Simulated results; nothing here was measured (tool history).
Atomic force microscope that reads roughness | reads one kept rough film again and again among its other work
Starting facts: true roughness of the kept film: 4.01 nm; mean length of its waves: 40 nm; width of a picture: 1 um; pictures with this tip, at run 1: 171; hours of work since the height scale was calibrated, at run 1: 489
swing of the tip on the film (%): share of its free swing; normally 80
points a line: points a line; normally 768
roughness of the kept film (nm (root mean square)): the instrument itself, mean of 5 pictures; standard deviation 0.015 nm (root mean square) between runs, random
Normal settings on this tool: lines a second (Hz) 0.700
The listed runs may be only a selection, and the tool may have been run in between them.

run     day  lines a second (Hz)  swing of the tip on the film (%)  points a line  pictures with this tip  hours of work since the height scale was calibrated  roughness of the kept film (nm (root mean square))
  1   0.000                0.700                                80            768                     171                                                  489                                               3.434
  2   0.742                0.700                                80            768                     214                                                  503                                               3.385
      1.812  -- new tip fitted
  3   2.088                0.700                                80            768                      15                                                  527                                               3.624
  4   3.162                0.700                                80            768                      78                                                  547                                               3.560
  5   4.200                0.700                                80            768                     138                                                  567                                               3.453
  6   5.212                0.700                                80            768                     196                                                  586                                               3.382
  7   6.462                0.700                                80            768                     269                                                  609                                               3.284
      6.617  -- new tip fitted
  8   7.554                0.700                                80            768                      54                                                  629                                               3.553
  9   8.512                0.700                                80            768                     109                                                  647                                               3.512
 10   9.142                0.700                                80            768                     146                                                  659                                               3.456
 11  10.317                1.596                                80            377                     214                                                  681                                               3.173
     11.408  -- new tip fitted
 12  11.779                1.596                                80            377                      21                                                  708                                               3.415
 13  12.488                2.713                                80            314                      62                                                  721                                               3.158
 14  13.279                2.713                                80            314                     108                                                  736                                               3.117
 15  14.208                2.713                                80            314                     162                                                  753                                               3.070
 16  15.183                3.972                                74            589                     218                                                  772                                               2.990
     16.150  -- new tip fitted
 17  16.221                3.972                                74            589                       4                                                  790                                               3.191
 18  17.662                3.972                                74            589                      88                                                  817                                               3.100
 19  19.033                3.972                                74            481                     167                                                  843                                               2.983

Consider 5 possible next runs. They are alternatives, not a sequence: every one starts from the tool as it was left by run 19. What does each give?
  A  20.342                0.700                                71            768                     243                                                  868                                                   ?
  B  20.342                1.693                                74            953                     243                                                  868                                                   ?
  C  20.342                1.255                                80            266                     243                                                  868                                                   ?
  D  20.342                1.057                                57            364                     243                                                  868                                                   ?
  E  20.342                0.700                                80            347                     243                                                  868                                                   ?

run  roughness of the kept film (nm (root mean square))
  A                                               3.337
  B                                               3.199
  C                                               3.161
  D                                               3.405
  E                                               3.284
Had the tool no hidden state, the same runs would have come out as:
run  roughness of the kept film (nm (root mean square))
  A                                               3.691
  B                                               3.538
  C                                               3.496
  D                                               3.766
  E                                               3.632
